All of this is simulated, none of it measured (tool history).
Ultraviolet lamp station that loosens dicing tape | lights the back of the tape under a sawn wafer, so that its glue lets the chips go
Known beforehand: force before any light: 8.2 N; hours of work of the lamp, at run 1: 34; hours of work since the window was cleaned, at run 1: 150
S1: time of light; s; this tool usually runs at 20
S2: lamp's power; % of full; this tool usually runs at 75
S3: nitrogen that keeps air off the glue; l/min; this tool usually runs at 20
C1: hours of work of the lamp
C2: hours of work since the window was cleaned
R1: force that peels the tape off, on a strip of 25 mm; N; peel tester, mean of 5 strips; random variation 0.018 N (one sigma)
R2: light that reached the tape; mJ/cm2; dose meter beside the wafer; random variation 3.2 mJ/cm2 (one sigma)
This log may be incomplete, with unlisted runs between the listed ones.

| run | hour | S1 | S2 | S3 | C1 | C2 | R1 | R2 |
|---|---|---|---|---|---|---|---|---|
| 1 | 0 | 20 | 75 | 20 | 34 | 150 | 1.001 | 452 |
| 2 | 34.6 | 20 | 75 | 29 | 56 | 171 | 0.99 | 453 |
| 3 | 79.8 | 20 | 75 | 29 | 84 | 199 | 0.966 | 443 |
| 4 | 118.9 | 20 | 75 | 7 | 108 | 224 | 1.603 | 443 |
| 5 | 151.3 | 20 | 75 | 7 | 128 | 244 | 1.649 | 440 |
| 6 | 199.8 | 20 | 75 | 7 | 158 | 274 | 1.639 | 434 |
| 7 | 233.8 | 20 | 75 | 7 | 179 | 295 | 1.655 | 423 |
| 8 | 279.2 | 30 | 75 | 7 | 208 | 323 | 0.85 | 631 |
| 9 | 323.2 | 30 | 75 | 7 | 235 | 351 | 0.854 | 628 |
| 10 | 369.2 | 30 | 75 | 7 | 264 | 379 | 0.898 | 614 |
| 11 | 393.1 | 20 | 75 | 20 | 278 | 394 | 1.316 | 406 |
| 12 | 431.5 | 20 | 75 | 20 | 302 | 418 | 1.263 | 405 |
| 13 | 455.5 | 20 | 75 | 20 | 317 | 433 | 1.324 | 399 |
| 14 | 491.8 | 20 | 75 | 20 | 340 | 455 | 1.375 | 397 |
|  | 514.2 | window cleaned of glue's vapour |
| 15 | 530.8 | 20 | 75 | 20 | 364 | 10 | 1.538 | 364 |
| 16 | 577.2 | 20 | 85 | 20 | 392 | 39 | 1.265 | 407 |
| 17 | 602.3 | 20 | 74 | 20 | 408 | 55 | 1.621 | 351 |
| 18 | 649.1 | 20 | 74 | 20 | 437 | 84 | 1.633 | 344 |
| 19 | 682.6 | 20 | 74 | 20 | 458 | 105 | 1.672 | 340 |
| 20 | 716.2 | 20 | 74 | 20 | 479 | 125 | 1.676 | 336 |
|  | 724.2 | window cleaned of glue's vapour, once more |
| 21 | 763.8 | 20 | 75 | 20 | 508 | 25 | 1.105 | 441 |
| 22 | 805.5 | 20 | 75 | 20 | 534 | 51 | 1.144 | 439 |
| 23 | 835.2 | 20 | 75 | 20 | 552 | 69 | 1.053 | 437 |
| 24 | 860.3 | 31 | 75 | 9 | 568 | 85 | 0.685 | 663 |
| 25 | 883.3 | 31 | 75 | 9 | 582 | 99 | 0.696 | 674 |
| 26 | 918.8 | 34 | 84 | 20 | 604 | 121 | 0.349 | 802 |
| 27 | 961.9 | 35 | 84 | 6 | 631 | 148 | 0.549 | 827 |
| 28 | 993.1 | 36 | 62 | 18 | 650 | 167 | 0.586 | 621 |
| 29 | 1025.5 | 36 | 71 | 18 | 670 | 187 | 0.478 | 708 |
| 30 | 1058.3 | 24 | 82 | 8 | 691 | 207 | 1.041 | 532 |
| 31 | 1085.9 | 20 | 85 | 36 | 708 | 225 | 0.887 | 464 |
| 32 | 1116.5 | 18 | 87 | 25 | 727 | 244 | 1.117 | 417 |
| 33 | 1158.3 | 38 | 69 | 26 | 753 | 270 | 0.41 | 681 |
| 34 | 1194.4 | 36 | 71 | 11 | 775 | 292 | 0.614 | 672 |
| 35 | 1240.1 | 17 | 71 | 11 | 804 | 320 | 2.183 | 313 |
| 36 | 1290.7 | 18 | 81 | 20 | 835 | 352 | 1.415 | 373 |
| 37 | 1322.8 | 11 | 75 | 21 | 855 | 372 | 3.126 | 207 |
| 38 | 1350.2 | 34 | 90 | 7 | 872 | 389 | 0.605 | 766 |
| 39 | 1402.2 | 34 | 90 | 7 | 904 | 421 | 0.613 | 756 |
| 40 | 1447.6 | 20 | 86 | 20 | 933 | 449 | 1.183 | 418 |
|  | 1481.4 | window cleaned of glue's vapour |
| 41 | 1484.3 | 20 | 86 | 20 | 955 | 2 | 0.953 | 476 |
| 42 | 1528.5 | 38 | 86 | 25 | 983 | 29 | 0.278 | 896 |
| 43 | 1551.2 | 38 | 86 | 25 | 997 | 43 | 0.277 | 892 |
| 44 | 1588.5 | 20 | 84 | 34 | 1020 | 67 | 0.9 | 447 |

3 ways to go on from here, each from the tool as it stands after run 44. What would each give?
| A | 1613.2 | 15 | 84 | 35 | 1035 | 82 | ? | ? |
| B | 1613.2 | 17 | 86 | 21 | 1035 | 82 | ? | ? |
| C | 1613.2 | 14 | 83 | 19 | 1035 | 82 | ? | ? |

| run | R1 | R2 |
|---|---|---|
| A | 1.52 | 338 |
| B | 1.344 | 388 |
| C | 1.942 | 308 |
What these runs would have given with no unlogged condition in the tool:
| run | R1 | R2 |
|---|---|---|
| A | 1.059 | 418 |
| B | 0.921 | 480 |
| C | 1.414 | 381 |

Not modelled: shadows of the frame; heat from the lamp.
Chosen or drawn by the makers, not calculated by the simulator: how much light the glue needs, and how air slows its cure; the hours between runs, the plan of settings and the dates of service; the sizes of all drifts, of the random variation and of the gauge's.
